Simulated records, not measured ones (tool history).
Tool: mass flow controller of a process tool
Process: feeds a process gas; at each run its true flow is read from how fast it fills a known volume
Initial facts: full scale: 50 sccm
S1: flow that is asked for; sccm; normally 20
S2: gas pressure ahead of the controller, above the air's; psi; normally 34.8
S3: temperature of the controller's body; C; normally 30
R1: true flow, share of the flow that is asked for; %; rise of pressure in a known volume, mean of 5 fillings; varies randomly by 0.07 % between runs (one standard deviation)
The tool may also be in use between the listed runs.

| run | hour | S1 | S2 | S3 | R1 |
|---|---|---|---|---|---|
| 1 | 0 | 20 | 34.8 | 30 | 97.19 |
| 2 | 101.2 | 20 | 34.8 | 30 | 97.13 |
| 3 | 205.2 | 20 | 23.4 | 30 | 96.55 |
| 4 | 316.3 | 20 | 23.4 | 30 | 96.39 |
| 5 | 408.2 | 20 | 23.4 | 30 | 96.17 |
| 6 | 519.6 | 20 | 23.4 | 30 | 96.28 |
| 7 | 566.3 | 15 | 23.4 | 30 | 95.93 |
| 8 | 631.2 | 15 | 23.4 | 30 | 95.79 |
| 9 | 708.5 | 15 | 23.4 | 30 | 95.82 |
| 10 | 761.9 | 20 | 34.8 | 30 | 96.8 |
| 11 | 815.4 | 50 | 34.8 | 30 | 98.31 |
| 12 | 877.9 | 50 | 34.8 | 30 | 98.43 |
| 13 | 972.4 | 20 | 21.5 | 30 | 95.78 |
| 14 | 1028.2 | 20 | 34.8 | 30 | 96.52 |
|  | 1037.2 | controller's zero set anew |
| 15 | 1127.7 | 20 | 34.8 | 30 | 95.96 |
| 16 | 1182.3 | 20 | 34.8 | 22 | 96.4 |
|  | 1210.9 | controller's zero set anew, once more |
| 17 | 1276.9 | 20 | 34.8 | 20 | 97.61 |
| 18 | 1342.2 | 20 | 34.8 | 20 | 97.67 |
| 19 | 1401.1 | 20 | 29.7 | 30 | 96.74 |
| 20 | 1477.7 | 20 | 29.7 | 30 | 96.71 |
| 21 | 1559.9 | 20 | 29.7 | 30 | 96.64 |
| 22 | 1645.1 | 20 | 29.7 | 29 | 96.79 |
| 23 | 1740.6 | 20 | 34.8 | 30 | 96.9 |
| 24 | 1789.5 | 12 | 34.8 | 30 | 96.53 |
| 25 | 1887 | 12 | 34.8 | 30 | 96.42 |
| 26 | 1947.8 | 12 | 34.8 | 30 | 96.26 |
| 27 | 2050.4 | 33 | 40 | 37 | 97.11 |
| 28 | 2155.6 | 30 | 27.1 | 28 | 96.77 |
| 29 | 2247 | 24 | 31.2 | 20 | 96.99 |
| 30 | 2295.5 | 20 | 30 | 21 | 96.75 |
| 31 | 2374.4 | 20 | 28 | 33 | 96.07 |
| 32 | 2478.2 | 20 | 28 | 33 | 95.94 |
| 33 | 2590.4 | 20 | 28 | 33 | 95.96 |
| 34 | 2704.7 | 10 | 32.3 | 29 | 95.61 |
| 35 | 2751 | 17 | 20.3 | 27 | 95.5 |
| 36 | 2836.9 | 17 | 20.3 | 27 | 95.35 |
| 37 | 2896.5 | 14 | 37.3 | 30 | 95.89 |
| 38 | 2999 | 14 | 37.3 | 30 | 95.82 |
| 39 | 3095 | 5 | 26.8 | 24 | 94.42 |
| 40 | 3152.2 | 5 | 20.6 | 23 | 93.98 |
| 41 | 3248.6 | 5 | 20.6 | 23 | 93.81 |
| 42 | 3361.5 | 5 | 20.6 | 23 | 93.75 |
| 43 | 3444.8 | 20 | 25.5 | 23 | 95.73 |
| 44 | 3516.3 | 8 | 24.9 | 30 | 94.23 |
| 45 | 3622.1 | 6 | 31.9 | 23 | 94.4 |
| 46 | 3735.6 | 6 | 31.9 | 23 | 94.22 |
| 47 | 3829.5 | 20 | 34.8 | 24 | 95.94 |
| 48 | 3913.8 | 20 | 38.7 | 30 | 95.75 |

Predict each of these 3 candidate next runs independently; none follows another, all start after run 48:
| A | 3975.4 | 20 | 34.8 | 24 | ? |
| B | 3975.4 | 12 | 38.7 | 26 | ? |
| C | 3975.4 | 10 | 31.9 | 22 | ? |

| run | R1 |
|---|---|
| A | 95.89 |
| B | 95.33 |
| C | 94.74 |
Without the tool's hidden state the same runs would have given:
| run | R1 |
|---|---|
| A | 99.24 |
| B | 99 |
| C | 98.57 |
